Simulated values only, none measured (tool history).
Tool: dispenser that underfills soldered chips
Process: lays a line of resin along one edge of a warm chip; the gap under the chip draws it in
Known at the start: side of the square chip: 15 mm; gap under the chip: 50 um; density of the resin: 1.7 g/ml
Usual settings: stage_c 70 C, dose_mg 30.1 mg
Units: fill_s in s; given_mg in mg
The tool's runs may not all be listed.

{"run": 1, "day": 0.0, "stage_c": 70, "dose_mg": 30.1, "fill_s": 427.7, "given_mg": 30.0}
{"day": 0.196, "done": "new syringe of resin"}
{"run": 2, "day": 0.338, "stage_c": 70, "dose_mg": 30.1, "fill_s": 357.5, "given_mg": 30.06}
{"run": 3, "day": 0.6, "stage_c": 70, "dose_mg": 30.1, "fill_s": 516.8, "given_mg": 29.85}
{"day": 0.667, "done": "new syringe of resin"}
{"run": 4, "day": 0.8, "stage_c": 70, "dose_mg": 30.1, "fill_s": 349.3, "given_mg": 30.03}
{"day": 1.138, "done": "new syringe of resin"}
{"run": 5, "day": 1.138, "stage_c": 70, "dose_mg": 30.1, "fill_s": 292.5, "given_mg": 29.57}
{"run": 6, "day": 1.312, "stage_c": 70, "dose_mg": 30.1, "fill_s": 382.1, "given_mg": 29.58}
{"day": 1.6, "done": "new syringe of resin"}
{"run": 7, "day": 1.625, "stage_c": 83, "dose_mg": 30.1, "fill_s": 171.4, "given_mg": 29.62}
{"run": 8, "day": 1.912, "stage_c": 83, "dose_mg": 30.1, "fill_s": 256.9, "given_mg": 29.03}
{"day": 2.058, "done": "new syringe of resin"}
{"run": 9, "day": 2.204, "stage_c": 70, "dose_mg": 37.4, "fill_s": 356.7, "given_mg": 36.36}
{"day": 2.533, "done": "new syringe of resin"}
{"run": 10, "day": 2.575, "stage_c": 70, "dose_mg": 30.1, "fill_s": 319.9, "given_mg": 29.03}
{"run": 11, "day": 2.792, "stage_c": 57, "dose_mg": 36.1, "fill_s": 781.3, "given_mg": 34.8}
{"day": 2.992, "done": "new syringe of resin"}
{"run": 12, "day": 3.075, "stage_c": 80, "dose_mg": 35.7, "fill_s": 207.8, "given_mg": 34.35}
{"run": 13, "day": 3.425, "stage_c": 70, "dose_mg": 38.5, "fill_s": 538.3, "given_mg": 36.61}
{"day": 3.462, "done": "new syringe of resin"}
{"run": 14, "day": 3.642, "stage_c": 56, "dose_mg": 30.6, "fill_s": 750.6, "given_mg": 28.97}
{"day": 3.929, "done": "new syringe of resin"}
{"run": 15, "day": 4.096, "stage_c": 60, "dose_mg": 37.5, "fill_s": 590.5, "given_mg": 35.04}
{"run": 16, "day": 4.317, "stage_c": 60, "dose_mg": 37.5, "fill_s": 812.5, "given_mg": 34.99}
{"day": 4.396, "done": "new syringe of resin"}
{"run": 17, "day": 4.525, "stage_c": 60, "dose_mg": 37.5, "fill_s": 548.6, "given_mg": 34.85}
{"day": 4.862, "done": "new syringe of resin"}
{"run": 18, "day": 4.879, "stage_c": 84, "dose_mg": 28.0, "fill_s": 169.1, "given_mg": 26.15}
{"day": 5.242, "done": "dispensing valve cleaned and set on the balance"}
{"run": 19, "day": 5.283, "stage_c": 81, "dose_mg": 29.9, "fill_s": 319.4, "given_mg": 29.65}
{"day": 5.367, "done": "new syringe of resin"}
{"run": 20, "day": 5.517, "stage_c": 57, "dose_mg": 29.9, "fill_s": 684.8, "given_mg": 29.6}

The same runs without the tool's hidden state, with the same run-to-run variation:
The hidden state here: resin's viscosity, % of fresh resin's; dose that the valve gives, % of what is set; true chip temperature over the reading, C; drift of the gauge itself on fill_s, %; drift of the gauge itself on given_mg, %.
run=1 fill_s=265.6 given_mg=29.98
run=2 fill_s=265.2 given_mg=30.17
run=3 fill_s=261.8 given_mg=30.07
run=4 fill_s=263.6 given_mg=30.35
run=5 fill_s=266.0 given_mg=30.02
run=6 fill_s=268.6 given_mg=30.11
run=7 fill_s=151.2 given_mg=30.28
run=8 fill_s=150.4 given_mg=29.81
run=9 fill_s=260.9 given_mg=37.50
run=10 fill_s=269.1 given_mg=30.11
run=11 fill_s=478.2 given_mg=36.21
run=12 fill_s=168.7 given_mg=35.87
run=13 fill_s=262.1 given_mg=38.44
run=14 fill_s=513.8 given_mg=30.53
run=15 fill_s=422.2 given_mg=37.16
run=16 fill_s=422.2 given_mg=37.23
run=17 fill_s=411.0 given_mg=37.20
run=18 fill_s=144.8 given_mg=28.06
run=19 fill_s=164.8 given_mg=29.85
run=20 fill_s=493.6 given_mg=29.90
